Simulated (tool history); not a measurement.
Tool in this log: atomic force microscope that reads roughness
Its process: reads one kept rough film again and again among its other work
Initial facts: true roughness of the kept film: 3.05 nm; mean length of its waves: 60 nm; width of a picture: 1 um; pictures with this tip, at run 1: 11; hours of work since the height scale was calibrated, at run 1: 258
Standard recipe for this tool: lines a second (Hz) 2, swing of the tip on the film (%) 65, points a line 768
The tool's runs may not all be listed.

| run | day | lines a second (Hz) | swing of the tip on the film (%) | points a line | pictures with this tip | hours of work since the height scale was calibrated | roughness of the kept film (nm (root mean square)) |
|---|---|---|---|---|---|---|---|
| 1 | 0 | 2 | 65 | 768 | 11 | 258 | 2.834 |
| 2 | 0.446 | 2 | 65 | 768 | 24 | 266 | 2.815 |
| 3 | 0.75 | 2 | 65 | 768 | 33 | 271 | 2.81 |
| 4 | 1.342 | 2 | 65 | 676 | 49 | 280 | 2.765 |
| 5 | 1.775 | 2 | 65 | 676 | 61 | 287 | 2.752 |
| 6 | 2.071 | 2 | 65 | 676 | 70 | 292 | 2.753 |
| 7 | 2.321 | 2 | 65 | 676 | 77 | 296 | 2.759 |
| 8 | 2.583 | 2 | 65 | 676 | 84 | 300 | 2.729 |
| 9 | 3.104 | 2 | 65 | 414 | 99 | 309 | 2.726 |
| 10 | 3.621 | 2 | 82 | 768 | 113 | 317 | 2.518 |
| 11 | 3.992 | 2 | 65 | 768 | 124 | 323 | 2.7 |
| 12 | 4.262 | 3.38 | 65 | 768 | 131 | 327 | 2.608 |
| 13 | 4.567 | 2 | 65 | 768 | 140 | 332 | 2.687 |
| 14 | 5.025 | 2 | 65 | 768 | 153 | 340 | 2.688 |
| 15 | 5.271 | 2 | 65 | 768 | 160 | 344 | 2.64 |
| 16 | 5.542 | 2 | 65 | 768 | 167 | 348 | 2.654 |
| 17 | 5.833 | 2 | 65 | 768 | 175 | 353 | 2.64 |
| 18 | 6.088 | 2 | 65 | 768 | 182 | 357 | 2.653 |
| 19 | 6.688 | 2 | 65 | 768 | 199 | 366 | 2.623 |
| 20 | 7.246 | 2 | 65 | 768 | 215 | 375 | 2.586 |
| 21 | 7.608 | 2 | 65 | 768 | 225 | 381 | 2.612 |
|  | 7.679 | new tip fitted |
| 22 | 8.217 | 2 | 65 | 768 | 15 | 391 | 2.828 |
| 23 | 8.762 | 2 | 65 | 318 | 30 | 400 | 2.805 |
| 24 | 9.354 | 2 | 65 | 318 | 47 | 409 | 2.789 |
| 25 | 9.842 | 0.72 | 65 | 318 | 60 | 417 | 2.868 |
| 26 | 10.321 | 2.12 | 85 | 318 | 74 | 425 | 2.496 |
| 27 | 10.671 | 0.75 | 85 | 318 | 84 | 430 | 2.722 |
|  | 10.738 | height scale calibrated on a step standard |
| 28 | 11.075 | 2 | 84 | 953 | 94 | 5 | 2.513 |
| 29 | 11.567 | 2 | 65 | 294 | 108 | 13 | 2.73 |
|  | 11.783 | height scale calibrated on a step standard, once more |
| 30 | 11.979 | 2 | 79 | 381 | 118 | 3 | 2.54 |
| 31 | 12.262 | 0.51 | 62 | 283 | 126 | 8 | 2.781 |
| 32 | 12.517 | 0.59 | 63 | 543 | 133 | 12 | 2.785 |
| 33 | 12.821 | 0.59 | 63 | 543 | 142 | 17 | 2.782 |
| 34 | 13.154 | 0.68 | 56 | 425 | 151 | 22 | 2.773 |
| 35 | 13.458 | 0.68 | 56 | 470 | 160 | 27 | 2.779 |
| 36 | 13.933 | 0.68 | 56 | 470 | 173 | 35 | 2.745 |
| 37 | 14.229 | 0.68 | 55 | 470 | 181 | 39 | 2.746 |
| 38 | 14.579 | 2 | 83 | 350 | 191 | 45 | 2.406 |
| 39 | 15.167 | 2 | 71 | 768 | 207 | 55 | 2.564 |
| 40 | 15.442 | 0.87 | 71 | 768 | 215 | 59 | 2.665 |
| 41 | 15.721 | 0.87 | 71 | 768 | 223 | 64 | 2.638 |
|  | 15.854 | new tip fitted |
| 42 | 16.038 | 1.58 | 72 | 444 | 5 | 68 | 2.803 |
| 43 | 16.5 | 1.56 | 79 | 500 | 18 | 76 | 2.703 |
| 44 | 16.95 | 1.56 | 79 | 500 | 31 | 83 | 2.697 |
| 45 | 17.362 | 0.62 | 69 | 500 | 43 | 90 | 2.868 |
| 46 | 17.629 | 2 | 90 | 340 | 50 | 94 | 2.46 |
| 47 | 17.9 | 2 | 90 | 340 | 58 | 98 | 2.426 |
| 48 | 18.371 | 2 | 84 | 340 | 71 | 106 | 2.511 |
| 49 | 18.696 | 2 | 84 | 340 | 80 | 111 | 2.519 |

Some steps in roughness of the kept film (nm (root mean square)), run to run, broken into two amounts with sign: the step expected even without the hidden condition (settings, incoming material, random variation), and the rest, left for the hidden condition together with whatever gauge scatter is not in both the measured and the hidden-condition-free result:
Hidden conditions of the tool in this case: radius of the tip, nm; height scale over the true one, %; drift of the gauge itself on roughness_nm, %.
Run 21 -> 22: new tip fitted. roughness of the kept film (nm (root mean square)) +0.216: hidden state +0.224, all else -0.008.
Run 25 -> 26: lines a second (Hz) 0.72 -> 2.12, swing of the tip on the film (%) 65 -> 85. roughness of the kept film (nm (root mean square)) -0.372: hidden state -0.006, all else -0.366.
Run 29 -> 30: swing of the tip on the film (%) 65 -> 79, points a line 294 -> 381, height scale calibrated on a step standard, once more. roughness of the kept film (nm (root mean square)) -0.19: hidden state -0.03, all else -0.16.
Run 37 -> 38: lines a second (Hz) 0.68 -> 2, swing of the tip on the film (%) 55 -> 83, points a line 470 -> 350. roughness of the kept film (nm (root mean square)) -0.34: hidden state +0.013, all else -0.353.
Run 41 -> 42: lines a second (Hz) 0.87 -> 1.58, swing of the tip on the film (%) 71 -> 72, points a line 768 -> 444, new tip fitted. roughness of the kept film (nm (root mean square)) +0.165: hidden state +0.23, all else -0.065.
Run 45 -> 46: lines a second (Hz) 0.62 -> 2, swing of the tip on the film (%) 69 -> 90, points a line 500 -> 340. roughness of the kept film (nm (root mean square)) -0.408: hidden state +0.002, all else -0.41.

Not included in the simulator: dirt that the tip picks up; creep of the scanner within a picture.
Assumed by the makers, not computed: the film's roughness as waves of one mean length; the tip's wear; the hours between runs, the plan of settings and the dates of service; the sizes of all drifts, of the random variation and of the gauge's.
